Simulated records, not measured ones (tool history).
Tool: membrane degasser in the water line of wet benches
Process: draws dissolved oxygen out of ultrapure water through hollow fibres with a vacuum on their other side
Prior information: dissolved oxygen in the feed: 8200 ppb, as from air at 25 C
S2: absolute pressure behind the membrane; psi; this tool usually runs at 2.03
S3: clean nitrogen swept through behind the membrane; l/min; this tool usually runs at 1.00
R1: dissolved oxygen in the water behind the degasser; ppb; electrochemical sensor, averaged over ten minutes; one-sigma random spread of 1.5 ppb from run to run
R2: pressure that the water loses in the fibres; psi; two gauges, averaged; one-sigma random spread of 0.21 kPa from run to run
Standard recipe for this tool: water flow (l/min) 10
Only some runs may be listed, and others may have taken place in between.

run 1 hour=0.0 | water_flow_(l/min)=10 S2=2.03 S3=1.00 | R1=262.1 R2=7.181
run 2 hour=128.5 | water_flow_(l/min)=10 S2=2.03 S3=1.00 | R1=262.7 R2=7.055
run 3 hour=269.7 | water_flow_(l/min)=10 S2=2.03 S3=1.00 | R1=263.3 R2=7.081
run 4 hour=397.6 | water_flow_(l/min)=10 S2=2.03 S3=0.49 | R1=486.7 R2=7.102
run 5 hour=480.7 | water_flow_(l/min)=10 S2=2.03 S3=0.49 | R1=485.2 R2=7.069
run 6 hour=571.2 | water_flow_(l/min)=10 S2=2.03 S3=0.49 | R1=489.0 R2=7.127
-- hour=637.5 vacuum gauge calibrated
run 7 hour=719.3 | water_flow_(l/min)=10 S2=2.03 S3=0.49 | R1=474.8 R2=7.108
run 8 hour=881.7 | water_flow_(l/min)=10 S2=2.03 S3=0.49 | R1=473.1 R2=7.145
run 9 hour=1012.5 | water_flow_(l/min)=10 S2=2.03 S3=1.00 | R1=257.2 R2=7.100
run 10 hour=1156.2 | water_flow_(l/min)=10 S2=2.03 S3=1.00 | R1=256.9 R2=7.142
run 11 hour=1272.4 | water_flow_(l/min)=10 S2=2.03 S3=1.00 | R1=257.2 R2=7.176
run 12 hour=1341.4 | water_flow_(l/min)=10 S2=2.03 S3=1.00 | R1=256.7 R2=7.153
run 13 hour=1435.8 | water_flow_(l/min)=10 S2=2.03 S3=1.00 | R1=257.3 R2=7.129
run 14 hour=1591.3 | water_flow_(l/min)=10 S2=2.03 S3=1.00 | R1=258.8 R2=7.132
run 15 hour=1731.5 | water_flow_(l/min)=10 S2=2.03 S3=1.00 | R1=258.2 R2=7.176
run 16 hour=1866.8 | water_flow_(l/min)=10 S2=2.03 S3=1.00 | R1=258.2 R2=7.162
run 17 hour=2002.1 | water_flow_(l/min)=10 S2=2.03 S3=1.00 | R1=258.0 R2=7.171
run 18 hour=2087.5 | water_flow_(l/min)=11 S2=1.25 S3=0.55 | R1=246.4 R2=7.903
run 19 hour=2183.4 | water_flow_(l/min)=11 S2=1.25 S3=0.55 | R1=247.5 R2=7.934
run 20 hour=2335.1 | water_flow_(l/min)=10 S2=2.80 S3=2.12 | R1=191.1 R2=7.230
run 21 hour=2492.9 | water_flow_(l/min)=10 S2=2.80 S3=2.12 | R1=192.2 R2=7.188
run 22 hour=2598.5 | water_flow_(l/min)=10 S2=2.80 S3=2.12 | R1=191.3 R2=7.219
run 23 hour=2739.7 | water_flow_(l/min)=11 S2=1.84 S3=1.45 | R1=182.2 R2=7.987
run 24 hour=2835.0 | water_flow_(l/min)=14 S2=1.29 S3=1.45 | R1=153.9 R2=10.012
run 25 hour=2931.3 | water_flow_(l/min)=15 S2=2.96 S3=1.45 | R1=442.6 R2=10.792
run 26 hour=3005.7 | water_flow_(l/min)=9 S2=4.15 S3=0.99 | R1=540.6 R2=6.470
run 27 hour=3131.5 | water_flow_(l/min)=9 S2=4.15 S3=0.74 | R1=696.7 R2=6.459
run 28 hour=3275.0 | water_flow_(l/min)=9 S2=4.15 S3=0.74 | R1=698.2 R2=6.528
run 29 hour=3423.6 | water_flow_(l/min)=8 S2=1.46 S3=0.47 | R1=272.4 R2=5.762
run 30 hour=3497.7 | water_flow_(l/min)=8 S2=1.46 S3=0.47 | R1=272.6 R2=5.799
run 31 hour=3606.4 | water_flow_(l/min)=15 S2=1.28 S3=0.43 | R1=425.9 R2=10.875

3 options for the next run, each taken on its own from the tool as it stands now. Forecast them:
run A hour=3769.2 | water_flow_(l/min)=7 S2=1.32 S3=0.73 | R1=? R2=?
run B hour=3769.2 | water_flow_(l/min)=15 S2=2.03 S3=1.00 | R1=? R2=?
run C hour=3769.2 | water_flow_(l/min)=10 S2=2.94 S3=1.00 | R1=? R2=?

run=A R1=143.0 R2=5.044
run=B R1=391.0 R2=10.894
run=C R1=409.9 R2=7.278
With no hidden state in the tool, these same runs would have given:
run=A R1=132.7 R2=4.764
run=B R1=371.7 R2=10.290
run=C R1=391.8 R2=6.876
